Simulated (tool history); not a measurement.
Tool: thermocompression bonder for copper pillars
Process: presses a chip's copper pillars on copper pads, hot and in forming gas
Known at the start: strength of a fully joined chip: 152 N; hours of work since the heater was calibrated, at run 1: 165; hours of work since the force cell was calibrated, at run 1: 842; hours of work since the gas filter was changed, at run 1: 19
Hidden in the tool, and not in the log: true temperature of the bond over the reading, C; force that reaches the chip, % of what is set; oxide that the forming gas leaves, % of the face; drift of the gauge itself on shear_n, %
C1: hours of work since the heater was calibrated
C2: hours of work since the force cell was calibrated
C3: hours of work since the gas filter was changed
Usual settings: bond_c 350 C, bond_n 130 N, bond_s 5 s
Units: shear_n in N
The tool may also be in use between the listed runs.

{"run": 1, "hour": 0.0, "bond_c": 350, "bond_n": 130, "bond_s": 5, "C1": 165, "C2": 842, "C3": 19, "shear_n": 68.5}
{"run": 2, "hour": 19.2, "bond_c": 350, "bond_n": 130, "bond_s": 3, "C1": 175, "C2": 852, "C3": 29, "shear_n": 55.9}
{"run": 3, "hour": 58.5, "bond_c": 350, "bond_n": 130, "bond_s": 3, "C1": 197, "C2": 874, "C3": 51, "shear_n": 55.5}
{"run": 4, "hour": 90.6, "bond_c": 350, "bond_n": 130, "bond_s": 5, "C1": 215, "C2": 892, "C3": 69, "shear_n": 67.7}
{"run": 5, "hour": 116.1, "bond_c": 350, "bond_n": 130, "bond_s": 4, "C1": 229, "C2": 906, "C3": 83, "shear_n": 61.4}
{"run": 6, "hour": 133.0, "bond_c": 350, "bond_n": 130, "bond_s": 4, "C1": 238, "C2": 915, "C3": 92, "shear_n": 63.6}
{"run": 7, "hour": 152.0, "bond_c": 350, "bond_n": 130, "bond_s": 5, "C1": 249, "C2": 926, "C3": 103, "shear_n": 66.9}
{"run": 8, "hour": 189.5, "bond_c": 358, "bond_n": 130, "bond_s": 5, "C1": 270, "C2": 947, "C3": 124, "shear_n": 73.8}
{"run": 9, "hour": 225.6, "bond_c": 358, "bond_n": 130, "bond_s": 5, "C1": 290, "C2": 967, "C3": 144, "shear_n": 72.7}
{"run": 10, "hour": 261.2, "bond_c": 362, "bond_n": 130, "bond_s": 5, "C1": 309, "C2": 986, "C3": 163, "shear_n": 74.8}
{"run": 11, "hour": 298.0, "bond_c": 362, "bond_n": 130, "bond_s": 5, "C1": 330, "C2": 1007, "C3": 184, "shear_n": 77.8}
{"run": 12, "hour": 314.1, "bond_c": 362, "bond_n": 130, "bond_s": 5, "C1": 339, "C2": 1016, "C3": 193, "shear_n": 74.6}
{"run": 13, "hour": 338.2, "bond_c": 362, "bond_n": 130, "bond_s": 11, "C1": 352, "C2": 1029, "C3": 206, "shear_n": 97.0}
{"run": 14, "hour": 365.5, "bond_c": 362, "bond_n": 130, "bond_s": 11, "C1": 367, "C2": 1044, "C3": 221, "shear_n": 95.2}
{"run": 15, "hour": 397.5, "bond_c": 350, "bond_n": 130, "bond_s": 13, "C1": 385, "C2": 1062, "C3": 239, "shear_n": 93.0}
{"run": 16, "hour": 419.9, "bond_c": 326, "bond_n": 146, "bond_s": 15, "C1": 397, "C2": 1074, "C3": 251, "shear_n": 88.7}
{"run": 17, "hour": 443.0, "bond_c": 326, "bond_n": 146, "bond_s": 15, "C1": 410, "C2": 1087, "C3": 264, "shear_n": 89.3}
{"run": 18, "hour": 470.3, "bond_c": 357, "bond_n": 162, "bond_s": 3, "C1": 425, "C2": 1102, "C3": 279, "shear_n": 74.2}
{"hour": 480.0, "done": "forming gas filter changed"}
{"run": 19, "hour": 493.6, "bond_c": 334, "bond_n": 120, "bond_s": 11, "C1": 438, "C2": 1115, "C3": 8, "shear_n": 71.6}
{"run": 20, "hour": 513.5, "bond_c": 334, "bond_n": 120, "bond_s": 11, "C1": 449, "C2": 1126, "C3": 18, "shear_n": 73.0}
{"run": 21, "hour": 542.9, "bond_c": 375, "bond_n": 130, "bond_s": 5, "C1": 465, "C2": 1142, "C3": 35, "shear_n": 86.1}
{"run": 22, "hour": 580.2, "bond_c": 375, "bond_n": 173, "bond_s": 13, "C1": 486, "C2": 1163, "C3": 55, "shear_n": 131.1}
{"run": 23, "hour": 605.8, "bond_c": 330, "bond_n": 138, "bond_s": 5, "C1": 500, "C2": 1177, "C3": 70, "shear_n": 59.5}
{"run": 24, "hour": 641.4, "bond_c": 367, "bond_n": 130, "bond_s": 6, "C1": 520, "C2": 1197, "C3": 89, "shear_n": 83.5}
{"run": 25, "hour": 657.4, "bond_c": 367, "bond_n": 130, "bond_s": 6, "C1": 528, "C2": 1206, "C3": 98, "shear_n": 85.2}
{"run": 26, "hour": 675.5, "bond_c": 350, "bond_n": 162, "bond_s": 15, "C1": 538, "C2": 1216, "C3": 108, "shear_n": 112.9}
{"run": 27, "hour": 697.5, "bond_c": 350, "bond_n": 162, "bond_s": 15, "C1": 551, "C2": 1228, "C3": 120, "shear_n": 111.8}
{"run": 28, "hour": 715.1, "bond_c": 350, "bond_n": 83, "bond_s": 5, "C1": 560, "C2": 1237, "C3": 130, "shear_n": 40.9}
{"run": 29, "hour": 741.1, "bond_c": 332, "bond_n": 187, "bond_s": 8, "C1": 575, "C2": 1252, "C3": 145, "shear_n": 95.2}

Hidden state at the last listed run before each entry between runs and at the first one after, where it differs:
Between runs 18 and 19: forming gas filter changed (hour 480.0)
  oxide that the forming gas leaves, % of the face: 0.74 -> 0.51

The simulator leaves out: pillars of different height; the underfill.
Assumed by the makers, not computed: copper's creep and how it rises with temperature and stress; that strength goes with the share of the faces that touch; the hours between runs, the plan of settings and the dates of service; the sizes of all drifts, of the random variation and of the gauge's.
